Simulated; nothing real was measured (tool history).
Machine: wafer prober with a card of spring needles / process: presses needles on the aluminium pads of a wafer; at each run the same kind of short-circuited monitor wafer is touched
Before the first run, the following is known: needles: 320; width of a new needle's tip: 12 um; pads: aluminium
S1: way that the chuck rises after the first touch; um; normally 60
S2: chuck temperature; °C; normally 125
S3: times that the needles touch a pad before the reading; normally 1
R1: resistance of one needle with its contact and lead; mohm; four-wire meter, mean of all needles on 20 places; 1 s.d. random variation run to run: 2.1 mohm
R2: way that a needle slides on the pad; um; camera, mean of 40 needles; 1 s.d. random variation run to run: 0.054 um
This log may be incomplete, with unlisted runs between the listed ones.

run,hour,S1,S2,S3,R1,R2
1,0,60,125,1,235,14.68
# hour 6.1: tips cleaned on abrasive film
# hour 14.7: tips cleaned on abrasive film
2,15.8,60,125,1,235,14.83
# hour 23: tips cleaned on abrasive film
# hour 31.2: tips cleaned on abrasive film
3,31.3,60,56,1,217,14.73
# hour 40.3: tips cleaned on abrasive film
4,47.6,60,56,1,218,14.86
# hour 48.5: tips cleaned on abrasive film
# hour 56.6: tips cleaned on abrasive film
5,58.6,60,56,1,220,14.79
# hour 64.9: tips cleaned on abrasive film
# hour 73: tips cleaned on abrasive film
6,74.9,60,56,1,216,14.95
# hour 82.1: tips cleaned on abrasive film
7,84.4,60,125,1,238,14.88
# hour 90.7: tips cleaned on abrasive film
8,92.6,60,125,1,235,15.03
# hour 99: tips cleaned on abrasive film
9,101,60,125,2,231,14.93
# hour 107.9: tips cleaned on abrasive film
# hour 111.3: height of the first contact set anew
10,112.5,60,125,2,235,14.95
# hour 116.6: tips cleaned on abrasive film
11,121.6,44,125,1,242,11.03
# hour 125: tips cleaned on abrasive film
12,129.2,44,125,1,247,10.95
# hour 133.3: tips cleaned on abrasive film
# hour 140.3: gauge calibrated
# hour 141.4: tips cleaned on abrasive film
13,144.4,60,125,1,235,14.82
# hour 150.6: tips cleaned on abrasive film
14,153.4,60,125,1,235,14.79
# hour 159.4: tips cleaned on abrasive film
15,162.4,60,125,1,236,14.81
# hour 167.6: tips cleaned on abrasive film
16,169.3,60,125,1,240,14.73
# hour 176.4: tips cleaned on abrasive film
17,176.4,60,125,2,238,14.78
18,184,60,125,2,238,14.85
# hour 185.2: tips cleaned on abrasive film
# hour 193.9: tips cleaned on abrasive film
19,196.6,60,125,1,239,14.93
# hour 203: tips cleaned on abrasive film
20,204.9,48,125,1,241,11.93
# hour 211: tips cleaned on abrasive film
21,214.6,56,125,2,235,13.85
# hour 219.6: tips cleaned on abrasive film
# hour 227.5: tips cleaned on abrasive film
22,227.5,56,125,2,234,13.92
# hour 236.4: tips cleaned on abrasive film
23,240.9,47,29,1,218,11.67
# hour 244.9: tips cleaned on abrasive film
# hour 253.6: tips cleaned on abrasive film
24,257.2,63,79,1,225,15.8
# hour 262: tips cleaned on abrasive film
# hour 270.6: tips cleaned on abrasive film
25,271.2,69,79,1,224,17.31
# hour 279: tips cleaned on abrasive film
26,279.7,54,79,3,228,13.56
# hour 287.4: tips cleaned on abrasive film
27,293.8,54,79,3,230,13.58
# hour 296.1: tips cleaned on abrasive film
28,302.9,54,79,3,229,13.6
# hour 304.1: tips cleaned on abrasive film
29,310.9,43,27,3,218,10.94
# hour 312.2: tips cleaned on abrasive film
# hour 320.3: tips cleaned on abrasive film
30,323.4,49,125,1,238,12.38
# hour 328.8: tips cleaned on abrasive film
31,334.9,40,52,2,227,10.11
# hour 337.9: tips cleaned on abrasive film
# hour 347: tips cleaned on abrasive film
32,349.5,40,52,2,232,10.08

Each row is a separate what-if for the run after 32, all from the same tool condition, not one after another. Results?
# hour 355.6: tips cleaned on abrasive film
A,361.9,40,49,2,?,?
# hour 355.6: tips cleaned on abrasive film
B,361.9,60,95,1,?,?
# hour 355.6: tips cleaned on abrasive film
C,361.9,59,52,2,?,?

run,R1,R2
A,227,10.08
B,227,15.33
C,220,15.09
The same runs, with their run-to-run variation unchanged, on a tool lacking any hidden condition would have given:
run,R1,R2
A,226,9.7
B,227,14.75
C,219,14.52
